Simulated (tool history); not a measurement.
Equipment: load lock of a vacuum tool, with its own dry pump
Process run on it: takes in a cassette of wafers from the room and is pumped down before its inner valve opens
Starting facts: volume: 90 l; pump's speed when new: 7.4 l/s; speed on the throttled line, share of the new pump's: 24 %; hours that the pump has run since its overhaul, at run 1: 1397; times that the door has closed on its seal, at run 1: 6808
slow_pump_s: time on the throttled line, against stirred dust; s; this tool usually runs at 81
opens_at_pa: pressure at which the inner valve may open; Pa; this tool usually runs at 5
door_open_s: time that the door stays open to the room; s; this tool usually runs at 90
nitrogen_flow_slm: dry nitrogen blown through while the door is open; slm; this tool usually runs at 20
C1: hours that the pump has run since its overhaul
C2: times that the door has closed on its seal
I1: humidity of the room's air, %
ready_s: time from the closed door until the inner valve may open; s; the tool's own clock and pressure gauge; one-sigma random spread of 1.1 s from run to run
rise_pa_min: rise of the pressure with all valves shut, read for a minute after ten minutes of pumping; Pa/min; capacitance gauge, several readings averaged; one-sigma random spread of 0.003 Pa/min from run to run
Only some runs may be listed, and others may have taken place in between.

Run 1, day 0: usual settings; C1 1397; C2 6808; I1 45.9. Result: ready_s 186.5 s, rise_pa_min 0.028 Pa/min.
Run 2, day 21.817: usual settings; C1 1921; C2 8560; I1 41.9. Result: ready_s 188.1 s, rise_pa_min 0.034 Pa/min.
Run 3, day 44.133: usual settings; C1 2457; C2 10352; I1 43.8. Result: ready_s 185.6 s, rise_pa_min 0.045 Pa/min.
Run 4, day 59.062: usual settings; C1 2815; C2 11551; I1 46.5. Result: ready_s 190.2 s, rise_pa_min 0.041 Pa/min.
Run 5, day 69.067: usual settings; C1 3055; C2 12355; I1 44.8. Result: ready_s 189.8 s, rise_pa_min 0.043 Pa/min.
Run 6, day 78.408: usual settings; C1 3279; C2 13105; I1 44.8. Result: ready_s 188.5 s, rise_pa_min 0.047 Pa/min.
Run 7, day 100.371: usual settings but slow_pump_s 74 s; C1 3806; C2 14869; I1 45.3. Result: ready_s 189.3 s, rise_pa_min 0.052 Pa/min.
Run 8, day 120.029: usual settings but slow_pump_s 74 s; C1 4278; C2 16448; I1 45.3. Result: ready_s 185.9 s, rise_pa_min 0.062 Pa/min.
Run 9, day 129.392: usual settings; C1 4503; C2 17200; I1 45.2. Result: ready_s 192.6 s, rise_pa_min 0.06 Pa/min.
Run 10, day 151.538: usual settings; C1 5034; C2 18978; I1 43.8. Result: ready_s 195.4 s, rise_pa_min 0.068 Pa/min.
Run 11, day 162.025: usual settings; C1 5286; C2 19820; I1 44.8. Result: ready_s 195.2 s, rise_pa_min 0.067 Pa/min.
Run 12, day 173.588: usual settings; C1 5564; C2 20749; I1 45.1. Result: ready_s 197 s, rise_pa_min 0.073 Pa/min.
Run 13, day 183.579: usual settings but opens_at_pa 10 Pa; C1 5803; C2 21552; I1 44.1. Result: ready_s 187.4 s, rise_pa_min 0.077 Pa/min.
Run 14, day 195.733: usual settings but opens_at_pa 10 Pa; C1 6095; C2 22528; I1 43. Result: ready_s 185.5 s, rise_pa_min 0.075 Pa/min.
Run 15, day 215.704: usual settings but opens_at_pa 8 Pa; C1 6574; C2 24132; I1 42.9. Result: ready_s 191.9 s, rise_pa_min 0.084 Pa/min.
Run 16, day 234.592: usual settings but opens_at_pa 8 Pa; C1 7028; C2 25648; I1 45.2. Result: ready_s 190.4 s, rise_pa_min 0.086 Pa/min.
Run 17, day 256.917: usual settings but slow_pump_s 106 s, opens_at_pa 6 Pa; C1 7563; C2 27442; I1 43.7. Result: ready_s 216.2 s, rise_pa_min 0.102 Pa/min.
Run 18, day 276.767: usual settings but slow_pump_s 54 s, opens_at_pa 7 Pa, nitrogen_flow_slm 7 slm; C1 8040; C2 29036; I1 45. Result: ready_s 178.4 s, rise_pa_min 0.116 Pa/min.
Run 19, day 294.525: usual settings but slow_pump_s 54 s, opens_at_pa 9 Pa, nitrogen_flow_slm 10 slm; C1 8466; C2 30462; I1 44.2. Result: ready_s 175.7 s, rise_pa_min 0.115 Pa/min.
Run 20, day 304.575: usual settings but slow_pump_s 59 s; C1 8707; C2 31269; I1 43.7. Result: ready_s 189 s, rise_pa_min 0.113 Pa/min.
Run 21, day 319.729: usual settings but slow_pump_s 59 s; C1 9071; C2 32486; I1 45.1. Result: ready_s 186.2 s, rise_pa_min 0.118 Pa/min.
Run 22, day 333.325: usual settings but slow_pump_s 60 s, nitrogen_flow_slm 7 slm; C1 9397; C2 33578; I1 49.3. Result: ready_s 190.9 s, rise_pa_min 0.134 Pa/min.
Run 23, day 344.721: usual settings but slow_pump_s 127 s, opens_at_pa 7 Pa, door_open_s 68 s; C1 9671; C2 34493; I1 47.7. Result: ready_s 235.1 s, rise_pa_min 0.124 Pa/min.

The next listed run, before its measurement:
Run 24, day 362.454: usual settings but slow_pump_s 127 s, opens_at_pa 7 Pa, door_open_s 191 s, nitrogen_flow_slm 9 slm; C1 10096; C2 35918; I1 42.7. Result: ready_s ?, rise_pa_min ?.

Run 24 produced ready_s 233 s, rise_pa_min 0.161 Pa/min.
The same run, on a tool lacking any hidden state, would have yielded ready_s 212.7 s, rise_pa_min 0.04 Pa/min.
